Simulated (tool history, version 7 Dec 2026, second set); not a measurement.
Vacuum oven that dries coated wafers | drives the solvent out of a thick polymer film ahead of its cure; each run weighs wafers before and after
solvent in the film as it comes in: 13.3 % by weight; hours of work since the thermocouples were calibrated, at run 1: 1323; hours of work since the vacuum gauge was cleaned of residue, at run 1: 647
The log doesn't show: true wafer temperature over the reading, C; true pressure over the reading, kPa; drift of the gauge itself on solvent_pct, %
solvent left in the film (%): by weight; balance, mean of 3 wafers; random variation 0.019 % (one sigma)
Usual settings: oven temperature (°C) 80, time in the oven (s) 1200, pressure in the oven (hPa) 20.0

run	hour	oven temperature (°C)	time in the oven (s)	pressure in the oven (hPa)	hours of work since the thermocouples were calibrated	hours of work since the vacuum gauge was cleaned of residue	solvent left in the film (%)
1	0.0	80	1200	20.0	1323	647	2.53
2	22.9	80	1200	20.0	1338	662	2.55
3	54.0	80	1200	20.0	1358	682	2.57
4	103.2	80	1200	20.0	1390	714	2.52
5	142.3	80	1200	20.0	1415	739	2.55
6	164.9	80	1200	20.0	1429	754	2.55
7	191.0	80	1200	20.0	1446	770	2.55
8	215.6	80	1200	20.0	1462	786	2.54
9	258.4	80	1200	20.0	1490	814	2.55
10	285.4	80	1200	20.0	1507	831	2.54
11	331.8	80	1200	54.2	1537	861	4.97
12	361.4	80	1200	54.2	1556	880	4.97
13	404.5	75	1200	17.8	1584	908	3.66
14	440.1	91	1380	12.8	1607	931	0.69
15	466.8	78	1440	10.0	1624	948	1.80
16	496.6	78	1440	10.0	1643	967	1.83
17	525.6	78	1440	10.0	1662	986	1.82
18	547.6	78	1440	10.0	1676	1000	1.80
19	574.9	72	720	10.3	1693	1018	5.76
20	611.5	80	1020	20.0	1717	1041	2.94
21	658.5	80	1200	17.6	1747	1072	2.41
22	700.5	73	1200	59.9	1774	1099	7.66
# hour 718.7: oven's thermocouples calibrated
23	742.1	72	1200	67.0	15	1124	8.66

How the hidden state differs across the entries between the runs, from the last listed run before each to the first after it:
Between runs 22 and 23: oven's thermocouples calibrated (hour 718.7)
  true wafer temperature over the reading, C: 0.04 -> 0
